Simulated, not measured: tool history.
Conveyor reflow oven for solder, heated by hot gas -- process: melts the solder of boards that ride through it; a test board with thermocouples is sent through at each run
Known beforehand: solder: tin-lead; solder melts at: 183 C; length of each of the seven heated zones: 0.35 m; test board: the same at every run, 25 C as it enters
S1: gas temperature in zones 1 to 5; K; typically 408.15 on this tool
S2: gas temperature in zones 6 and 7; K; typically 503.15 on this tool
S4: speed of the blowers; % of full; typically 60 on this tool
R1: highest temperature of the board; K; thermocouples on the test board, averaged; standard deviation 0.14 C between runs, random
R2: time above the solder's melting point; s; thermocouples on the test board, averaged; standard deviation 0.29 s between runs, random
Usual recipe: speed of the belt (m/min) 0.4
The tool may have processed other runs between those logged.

run 1 hour=0 | S1=408.15 S2=503.15 speed_of_the_belt_(m/min)=0.4 S4=60 | R1=484.55 R2=69.5
run 2 hour=52.7 | S1=408.15 S2=503.15 speed_of_the_belt_(m/min)=0.4 S4=60 | R1=484.65 R2=69.3
-- hour=82.7 flux residue cleaned out of gas plates and filters
run 3 hour=104.7 | S1=408.15 S2=503.15 speed_of_the_belt_(m/min)=0.4 S4=60 | R1=485.65 R2=72.1
run 4 hour=133.8 | S1=408.15 S2=503.15 speed_of_the_belt_(m/min)=0.4 S4=60 | R1=485.55 R2=71.6
run 5 hour=198.7 | S1=408.15 S2=503.15 speed_of_the_belt_(m/min)=0.4 S4=60 | R1=485.75 R2=71.5
run 6 hour=255 | S1=408.15 S2=503.15 speed_of_the_belt_(m/min)=0.4 S4=60 | R1=485.55 R2=71
-- hour=261.9 thermocouples of zones 6 and 7 changed
run 7 hour=289.7 | S1=408.15 S2=503.15 speed_of_the_belt_(m/min)=0.4 S4=60 | R1=484.65 R2=70.3
run 8 hour=336 | S1=408.15 S2=503.15 speed_of_the_belt_(m/min)=0.4 S4=60 | R1=484.65 R2=70.4
run 9 hour=399.8 | S1=408.15 S2=503.15 speed_of_the_belt_(m/min)=0.4 S4=60 | R1=484.45 R2=70.1
run 10 hour=452.9 | S1=408.15 S2=503.15 speed_of_the_belt_(m/min)=0.4 S4=60 | R1=484.15 R2=70.5
-- hour=499.7 flux residue cleaned out of gas plates and filters
run 11 hour=499.7 | S1=408.15 S2=503.15 speed_of_the_belt_(m/min)=0.4 S4=60 | R1=485.65 R2=72.4
run 12 hour=534.3 | S1=408.15 S2=503.15 speed_of_the_belt_(m/min)=0.4 S4=60 | R1=485.65 R2=71.3
run 13 hour=579.3 | S1=408.15 S2=503.15 speed_of_the_belt_(m/min)=0.4 S4=60 | R1=485.45 R2=71.8
run 14 hour=616.5 | S1=408.15 S2=503.15 speed_of_the_belt_(m/min)=0.348 S4=60 | R1=489.75 R2=90.6
run 15 hour=677.6 | S1=416.15 S2=515.15 speed_of_the_belt_(m/min)=0.458 S4=59 | R1=491.85 R2=72.1
run 16 hour=740.2 | S1=404.15 S2=515.15 speed_of_the_belt_(m/min)=0.458 S4=59 | R1=488.75 R2=63.9
run 17 hour=797.6 | S1=404.15 S2=515.15 speed_of_the_belt_(m/min)=0.458 S4=59 | R1=488.85 R2=63.6
run 18 hour=845.5 | S1=404.15 S2=511.15 speed_of_the_belt_(m/min)=0.458 S4=59 | R1=485.25 R2=59.6
run 19 hour=901.9 | S1=404.15 S2=511.15 speed_of_the_belt_(m/min)=0.458 S4=59 | R1=485.15 R2=58.8
-- hour=914 flux residue cleaned out of gas plates and filters
-- hour=933 belt drive overhauled, speed set with a stopwatch
run 20 hour=955.8 | S1=404.15 S2=511.15 speed_of_the_belt_(m/min)=0.458 S4=59 | R1=485.65 R2=59
run 21 hour=987.8 | S1=408.15 S2=503.15 speed_of_the_belt_(m/min)=0.36 S4=60 | R1=488.95 R2=84.8
run 22 hour=1023.9 | S1=408.15 S2=503.15 speed_of_the_belt_(m/min)=0.362 S4=84 | R1=493.25 R2=90.9
run 23 hour=1065.2 | S1=408.15 S2=503.15 speed_of_the_belt_(m/min)=0.362 S4=84 | R1=493.35 R2=90.6
run 24 hour=1122.5 | S1=408.15 S2=503.15 speed_of_the_belt_(m/min)=0.362 S4=84 | R1=493.15 R2=90.7
run 25 hour=1177.2 | S1=408.15 S2=503.15 speed_of_the_belt_(m/min)=0.362 S4=84 | R1=492.95 R2=90.5

3 options for the next run, each taken on its own from the tool as it stands now. Forecast them:
run A hour=1230 | S1=408.15 S2=503.15 speed_of_the_belt_(m/min)=0.348 S4=60 | R1=? R2=?
run B hour=1230 | S1=399.15 S2=503.15 speed_of_the_belt_(m/min)=0.354 S4=89 | R1=? R2=?
run C hour=1230 | S1=405.15 S2=503.15 speed_of_the_belt_(m/min)=0.4 S4=56 | R1=? R2=?

run=A R1=489.25 R2=88.6
run=B R1=493.05 R2=88.6
run=C R1=483.15 R2=66
With the hidden condition removed and each run's random variation left untouched, the same runs would have given:
run=A R1=488.95 R2=88.2
run=B R1=492.85 R2=88.6
run=C R1=482.95 R2=65.8

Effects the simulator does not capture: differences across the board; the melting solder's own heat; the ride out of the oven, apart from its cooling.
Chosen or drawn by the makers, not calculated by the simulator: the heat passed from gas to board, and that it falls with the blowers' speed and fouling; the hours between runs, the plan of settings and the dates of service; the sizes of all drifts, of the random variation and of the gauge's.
